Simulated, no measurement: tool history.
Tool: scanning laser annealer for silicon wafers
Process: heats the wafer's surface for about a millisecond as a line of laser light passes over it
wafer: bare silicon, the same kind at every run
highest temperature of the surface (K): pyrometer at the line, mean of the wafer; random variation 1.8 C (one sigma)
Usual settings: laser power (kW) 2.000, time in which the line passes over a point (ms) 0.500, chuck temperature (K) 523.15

run,day,laser power (kW),time in which the line passes over a point (ms),chuck temperature (K),highest temperature of the surface (K)
1,0.000,2.000,0.500,523.15,1245.15
2,2.388,2.000,0.500,523.15,1245.15
3,4.383,2.000,0.500,523.15,1243.15
4,6.229,2.095,0.500,523.15,1275.15
5,8.912,2.095,0.500,523.15,1276.15
6,11.175,2.000,0.500,523.15,1239.15
7,13.742,2.000,0.499,523.15,1243.15
8,16.429,2.096,0.500,523.15,1276.15
# day 18.004: window over the wafer cleaned
9,18.962,2.000,0.500,523.15,1258.15
10,21.300,2.000,0.500,523.15,1256.15
11,23.262,2.000,0.500,548.15,1278.15
12,25.279,2.000,0.500,535.15,1266.15
13,26.871,2.000,0.500,535.15,1263.15
14,29.021,2.000,0.500,523.15,1250.15
15,31.092,2.000,0.500,523.15,1252.15
# day 31.483: optics aligned, line set to its width
16,32.467,1.731,0.500,523.15,1150.15
17,33.579,1.731,0.500,523.15,1149.15
18,35.392,1.773,0.500,523.15,1163.15
19,36.971,2.000,0.500,556.15,1278.15
20,39.642,2.000,0.500,556.15,1277.15
21,42.171,1.812,0.463,500.15,1124.15
# day 43.604: optics aligned, line set to its width, once more
22,45.129,1.876,0.463,497.15,1160.15
23,46.671,1.876,0.463,497.15,1159.15
24,48.604,1.876,0.463,497.15,1158.15
25,50.908,1.876,0.463,497.15,1157.15
26,52.258,2.044,0.500,523.15,1271.15
27,53.533,2.044,0.500,523.15,1270.15
28,55.992,1.977,0.534,523.15,1271.15
29,57.908,1.977,0.534,523.15,1270.15
30,59.471,1.964,0.569,536.15,1306.15
31,60.600,1.964,0.569,536.15,1309.15
32,62.071,1.785,0.410,497.15,1081.15
33,64.092,1.802,0.368,497.15,1049.15
34,65.688,2.000,0.452,545.15,1234.15

5 ways to go on from here, each from the tool as it stands after run 34. What would each give?
A,67.762,1.873,0.514,533.15,?
B,67.762,2.000,0.602,545.15,?
C,67.762,1.878,0.500,496.15,?
D,67.762,2.000,0.564,504.15,?
E,67.762,2.052,0.500,524.15,?

run,highest temperature of the surface (K)
A,1228.15
B,1353.15
C,1181.15
D,1282.15
E,1269.15
Without the tool's hidden state the same runs would have given:
run,highest temperature of the surface (K)
A,1240.15
B,1366.15
C,1193.15
D,1295.15
E,1281.15
